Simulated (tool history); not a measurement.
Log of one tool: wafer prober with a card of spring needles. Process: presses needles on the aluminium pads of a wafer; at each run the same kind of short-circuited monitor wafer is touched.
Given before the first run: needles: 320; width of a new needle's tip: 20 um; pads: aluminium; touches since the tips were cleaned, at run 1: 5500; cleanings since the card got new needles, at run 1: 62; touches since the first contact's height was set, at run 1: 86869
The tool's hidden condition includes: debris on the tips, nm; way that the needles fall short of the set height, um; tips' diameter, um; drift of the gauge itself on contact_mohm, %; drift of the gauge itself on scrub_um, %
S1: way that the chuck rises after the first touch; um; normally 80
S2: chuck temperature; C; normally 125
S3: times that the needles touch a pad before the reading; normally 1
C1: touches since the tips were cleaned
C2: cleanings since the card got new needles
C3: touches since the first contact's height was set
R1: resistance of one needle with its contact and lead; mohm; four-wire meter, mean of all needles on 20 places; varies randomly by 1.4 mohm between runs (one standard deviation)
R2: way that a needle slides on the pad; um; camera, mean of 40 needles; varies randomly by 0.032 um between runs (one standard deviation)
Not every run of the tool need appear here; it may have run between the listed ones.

{"run": 1, "hour": 0.0, "S1": 80, "S2": 125, "S3": 1, "C1": 5500, "C2": 62, "C3": 86869, "R1": 270, "R2": 21.56}
{"hour": 7.2, "done": "tips cleaned on abrasive film"}
{"hour": 24.9, "done": "tips cleaned on abrasive film"}
{"run": 2, "hour": 38.1, "S1": 80, "S2": 125, "S3": 1, "C1": 7169, "C2": 64, "C3": 107514, "R1": 284, "R2": 21.41}
{"hour": 41.3, "done": "tips cleaned on abrasive film"}
{"hour": 59.2, "done": "tips cleaned on abrasive film"}
{"hour": 77.0, "done": "tips cleaned on abrasive film"}
{"hour": 94.2, "done": "tips cleaned on abrasive film"}
{"run": 3, "hour": 99.3, "S1": 80, "S2": 102, "S3": 1, "C1": 2802, "C2": 68, "C3": 140649, "R1": 248, "R2": 21.43}
{"hour": 110.0, "done": "tips cleaned on abrasive film"}
{"hour": 127.3, "done": "tips cleaned on abrasive film"}
{"hour": 145.1, "done": "tips cleaned on abrasive film"}
{"run": 4, "hour": 148.8, "S1": 80, "S2": 125, "S3": 1, "C1": 2011, "C2": 71, "C3": 167430, "R1": 236, "R2": 21.28}
{"hour": 159.4, "done": "tips cleaned on abrasive film"}
{"hour": 177.1, "done": "tips cleaned on abrasive film"}
{"hour": 192.9, "done": "tips cleaned on abrasive film"}
{"run": 5, "hour": 192.9, "S1": 80, "S2": 125, "S3": 1, "C1": 0, "C2": 74, "C3": 191305, "R1": 150, "R2": 21.18}
{"hour": 210.2, "done": "tips cleaned on abrasive film"}
{"hour": 224.5, "done": "tips cleaned on abrasive film"}
{"hour": 242.4, "done": "tips cleaned on abrasive film"}
{"hour": 259.5, "done": "tips cleaned on abrasive film"}
{"run": 6, "hour": 261.3, "S1": 80, "S2": 40, "S3": 1, "C1": 997, "C2": 78, "C3": 228383, "R1": 200, "R2": 21.05}
{"hour": 275.5, "done": "tips cleaned on abrasive film"}
{"hour": 275.8, "done": "height of the first contact set anew"}
{"hour": 290.9, "done": "tips cleaned on abrasive film"}
{"run": 7, "hour": 290.9, "S1": 80, "S2": 125, "S3": 1, "C1": 0, "C2": 80, "C3": 8159, "R1": 140, "R2": 21.76}
{"hour": 305.2, "done": "tips cleaned on abrasive film"}
{"hour": 319.6, "done": "tips cleaned on abrasive film"}
{"run": 8, "hour": 324.2, "S1": 80, "S2": 125, "S3": 1, "C1": 2541, "C2": 82, "C3": 26202, "R1": 232, "R2": 21.71}
{"hour": 336.8, "done": "tips cleaned on abrasive film"}
{"hour": 354.5, "done": "tips cleaned on abrasive film"}
{"hour": 372.4, "done": "tips cleaned on abrasive film"}
{"run": 9, "hour": 381.3, "S1": 80, "S2": 125, "S3": 1, "C1": 4875, "C2": 85, "C3": 57158, "R1": 277, "R2": 21.62}
{"hour": 388.6, "done": "tips cleaned on abrasive film"}
{"hour": 405.6, "done": "tips cleaned on abrasive film"}
{"hour": 422.7, "done": "tips cleaned on abrasive film"}
{"hour": 438.1, "done": "tips cleaned on abrasive film"}
{"run": 10, "hour": 438.1, "S1": 80, "S2": 125, "S3": 1, "C1": 0, "C2": 89, "C3": 87881, "R1": 152, "R2": 21.48}
{"hour": 456.0, "done": "tips cleaned on abrasive film"}
{"hour": 473.9, "done": "tips cleaned on abrasive film"}
{"hour": 490.7, "done": "tips cleaned on abrasive film"}
{"run": 11, "hour": 499.7, "S1": 80, "S2": 39, "S3": 2, "C1": 4856, "C2": 92, "C3": 121239, "R1": 220, "R2": 21.45}
{"hour": 506.3, "done": "tips cleaned on abrasive film"}
{"hour": 520.6, "done": "tips cleaned on abrasive film"}
{"run": 12, "hour": 529.8, "S1": 98, "S2": 69, "S3": 3, "C1": 5042, "C2": 94, "C3": 137574, "R1": 166, "R2": 26.28}
{"hour": 537.0, "done": "tips cleaned on abrasive film"}
{"hour": 554.9, "done": "tips cleaned on abrasive film"}
{"hour": 569.5, "done": "tips cleaned on abrasive film"}
{"run": 13, "hour": 569.5, "S1": 68, "S2": 110, "S3": 1, "C1": 0, "C2": 97, "C3": 159025, "R1": 142, "R2": 18.03}
{"hour": 587.4, "done": "tips cleaned on abrasive film"}
{"hour": 604.1, "done": "tips cleaned on abrasive film"}
{"hour": 622.0, "done": "tips cleaned on abrasive film"}
{"run": 14, "hour": 624.4, "S1": 67, "S2": 110, "S3": 2, "C1": 1327, "C2": 100, "C3": 188781, "R1": 199, "R2": 17.69}
{"hour": 638.0, "done": "tips cleaned on abrasive film"}
{"hour": 655.4, "done": "tips cleaned on abrasive film"}
{"hour": 673.1, "done": "tips cleaned on abrasive film"}
{"hour": 690.4, "done": "tips cleaned on abrasive film"}
{"run": 15, "hour": 690.7, "S1": 87, "S2": 98, "S3": 2, "C1": 147, "C2": 104, "C3": 224685, "R1": 134, "R2": 23.06}
{"hour": 704.9, "done": "tips cleaned on abrasive film"}
{"hour": 712.3, "done": "height of the first contact set anew"}
{"hour": 723.1, "done": "tips cleaned on abrasive film"}
{"hour": 740.3, "done": "tips cleaned on abrasive film"}
{"run": 16, "hour": 743.1, "S1": 87, "S2": 116, "S3": 2, "C1": 1530, "C2": 107, "C3": 16651, "R1": 178, "R2": 23.62}

What does the tool deliver on the next run?
{"hour": 756.6, "done": "tips cleaned on abrasive film"}
{"hour": 774.4, "done": "tips cleaned on abrasive film"}
{"run": 17, "hour": 776.7, "S1": 93, "S2": 92, "S3": 1, "C1": 1254, "C2": 109, "C3": 34836, "R1": "?", "R2": "?"}

{"run 17": {"R1": 186, "R2": 25.17}}
Minus the tool's unlogged condition, the same run would have read R1 121 mohm, R2 25.30 um.
